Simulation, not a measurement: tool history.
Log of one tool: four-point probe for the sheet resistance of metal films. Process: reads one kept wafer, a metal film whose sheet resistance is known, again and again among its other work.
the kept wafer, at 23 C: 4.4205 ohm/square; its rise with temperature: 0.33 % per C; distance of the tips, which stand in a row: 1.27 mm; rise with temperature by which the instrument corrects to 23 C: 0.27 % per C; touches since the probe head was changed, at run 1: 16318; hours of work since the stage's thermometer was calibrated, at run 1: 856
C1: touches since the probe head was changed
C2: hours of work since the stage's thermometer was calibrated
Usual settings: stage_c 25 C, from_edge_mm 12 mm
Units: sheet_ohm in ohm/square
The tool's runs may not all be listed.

Run 1, hour 0.0: usual settings; C1 16318; C2 856. Result: sheet_ohm 4.461045 ohm/square.
Run 2, hour 16.5: usual settings; C1 16816; C2 864. Result: sheet_ohm 4.461863 ohm/square.
Run 3, hour 43.4: usual settings; C1 17626; C2 876. Result: sheet_ohm 4.459951 ohm/square.
Run 4, hour 78.9: usual settings but from_edge_mm 3 mm; C1 18698; C2 892. Result: sheet_ohm 4.821434 ohm/square.
Run 5, hour 109.6: usual settings; C1 19623; C2 906. Result: sheet_ohm 4.461969 ohm/square.
Run 6, hour 135.8: usual settings; C1 20413; C2 918. Result: sheet_ohm 4.459765 ohm/square.
Run 7, hour 165.3: usual settings; C1 21303; C2 932. Result: sheet_ohm 4.461307 ohm/square.
Run 8, hour 183.9: usual settings; C1 21864; C2 940. Result: sheet_ohm 4.460172 ohm/square.
Run 9, hour 208.1: usual settings; C1 22596; C2 951. Result: sheet_ohm 4.461582 ohm/square.
Run 10, hour 238.0: usual settings; C1 23497; C2 965. Result: sheet_ohm 4.460073 ohm/square.
Run 11, hour 264.6: usual settings but from_edge_mm 6 mm; C1 24298; C2 977. Result: sheet_ohm 4.538282 ohm/square.
Run 12, hour 292.7: usual settings but from_edge_mm 4 mm; C1 25148; C2 990. Result: sheet_ohm 4.661001 ohm/square.
Run 13, hour 319.8: usual settings but from_edge_mm 4 mm; C1 25965; C2 1003. Result: sheet_ohm 4.659800 ohm/square.
Run 14, hour 339.5: usual settings; C1 26557; C2 1012. Result: sheet_ohm 4.460453 ohm/square.
Run 15, hour 372.7: usual settings; C1 27561; C2 1027. Result: sheet_ohm 4.460953 ohm/square.
Run 16, hour 410.0: usual settings but stage_c 23 C; C1 28686; C2 1044. Result: sheet_ohm 4.452752 ohm/square.
Run 17, hour 449.5: usual settings but stage_c 23 C; C1 29875; C2 1062. Result: sheet_ohm 4.454718 ohm/square.
Run 18, hour 478.2: usual settings but stage_c 23 C; C1 30742; C2 1075. Result: sheet_ohm 4.452479 ohm/square.
Run 19, hour 500.0: usual settings but stage_c 23 C; C1 31399; C2 1085. Result: sheet_ohm 4.454126 ohm/square.
Run 20, hour 530.8: usual settings but stage_c 23 C; C1 32328; C2 1099. Result: sheet_ohm 4.452920 ohm/square.
Run 21, hour 554.6: usual settings but stage_c 23 C; C1 33047; C2 1110. Result: sheet_ohm 4.452864 ohm/square.
Run 22, hour 577.8: usual settings but stage_c 23 C; C1 33745; C2 1121. Result: sheet_ohm 4.452789 ohm/square.
Run 23, hour 600.0: usual settings but stage_c 28 C; C1 34414; C2 1131. Result: sheet_ohm 4.467892 ohm/square.
Run 24, hour 636.4: usual settings but stage_c 28 C; C1 35512; C2 1148. Result: sheet_ohm 4.466254 ohm/square.
Run 25, hour 658.9: usual settings but stage_c 23 C, from_edge_mm 7 mm; C1 36190; C2 1158. Result: sheet_ohm 4.503306 ohm/square.
Run 26, hour 690.5: usual settings but stage_c 23 C, from_edge_mm 7 mm; C1 37144; C2 1172. Result: sheet_ohm 4.502318 ohm/square.
Run 27, hour 721.1: usual settings but stage_c 18 C, from_edge_mm 31 mm; C1 38068; C2 1186. Result: sheet_ohm 4.416171 ohm/square.
Run 28, hour 742.0: usual settings but stage_c 30 C; C1 38697; C2 1196. Result: sheet_ohm 4.471995 ohm/square.
Run 29, hour 775.2: usual settings but stage_c 22 C, from_edge_mm 4 mm; C1 39700; C2 1211. Result: sheet_ohm 4.649830 ohm/square.
Run 30, hour 798.4: usual settings but stage_c 22 C, from_edge_mm 4 mm; C1 40399; C2 1222. Result: sheet_ohm 4.649145 ohm/square.
Run 31, hour 815.1: usual settings but stage_c 22 C, from_edge_mm 4 mm; C1 40903; C2 1229. Result: sheet_ohm 4.649255 ohm/square.
Run 32, hour 838.4: usual settings but stage_c 22 C, from_edge_mm 6 mm; C1 41607; C2 1240. Result: sheet_ohm 4.526219 ohm/square.
Run 33, hour 867.8: usual settings but stage_c 34 C, from_edge_mm 4 mm; C1 42493; C2 1254. Result: sheet_ohm 4.686225 ohm/square.
Run 34, hour 891.2: usual settings but stage_c 34 C; C1 43197; C2 1264. Result: sheet_ohm 4.483385 ohm/square.
Run 35, hour 927.9: usual settings but stage_c 32 C; C1 44306; C2 1281. Result: sheet_ohm 4.477271 ohm/square.
Run 36, hour 967.5: usual settings but stage_c 21 C, from_edge_mm 7 mm; C1 45499; C2 1299. Result: sheet_ohm 4.493985 ohm/square.
Run 37, hour 998.8: usual settings but stage_c 21 C, from_edge_mm 5 mm; C1 46443; C2 1313. Result: sheet_ohm 4.567285 ohm/square.
Run 38, hour 1036.0: usual settings but stage_c 21 C, from_edge_mm 5 mm; C1 47567; C2 1331. Result: sheet_ohm 4.566894 ohm/square.
Run 39, hour 1066.2: usual settings but stage_c 34 C, from_edge_mm 5 mm; C1 48476; C2 1344. Result: sheet_ohm 4.604714 ohm/square.
Run 40, hour 1101.9: usual settings but stage_c 34 C, from_edge_mm 5 mm; C1 49553; C2 1361. Result: sheet_ohm 4.606069 ohm/square.
Run 41, hour 1142.0: usual settings but stage_c 34 C, from_edge_mm 5 mm; C1 50763; C2 1379. Result: sheet_ohm 4.605020 ohm/square.
Run 42, hour 1162.9: usual settings but stage_c 23 C; C1 51394; C2 1389. Result: sheet_ohm 4.451777 ohm/square.
Run 43, hour 1197.4: usual settings but from_edge_mm 16 mm; C1 52434; C2 1404. Result: sheet_ohm 4.445014 ohm/square.
Run 44, hour 1232.0: usual settings but stage_c 21 C, from_edge_mm 48 mm; C1 53478; C2 1420. Result: sheet_ohm 4.420310 ohm/square.
Run 45, hour 1248.5: usual settings but stage_c 30 C, from_edge_mm 52 mm; C1 53973; C2 1428. Result: sheet_ohm 4.443921 ohm/square.

The same runs without the tool's hidden state, with the same run-to-run variation:
The hidden state here: inner tips' distance over the nominal, %; tips' flats over new ones', %; wafer's true temperature over the reading, C; drift of the gauge itself on sheet_ohm, %.
run  sheet_ohm
  1   4.452258
  2   4.453154
  3   4.451372
  4   4.812429
  5   4.453694
  6   4.451621
  7   4.453292
  8   4.452247
  9   4.453763
 10   4.452394
 11   4.530608
 12   4.653272
 13   4.652202
 14   4.453226
 15   4.453878
 16   4.445890
 17   4.448034
 18   4.445943
 19   4.447685
 20   4.446621
 21   4.446678
 22   4.446710
 23   4.461815
 24   4.460358
 25   4.497554
 26   4.496718
 27   4.410894
 28   4.466551
 29   4.644512
 30   4.643940
 31   4.644132
 32   4.521314
 33   4.681091
 34   4.478543
 35   4.472649
 36   4.489751
 37   4.563148
 38   4.562936
 39   4.600605
 40   4.602124
 41   4.601276
 42   4.448450
 43   4.441815
 44   4.417369
 45   4.440856
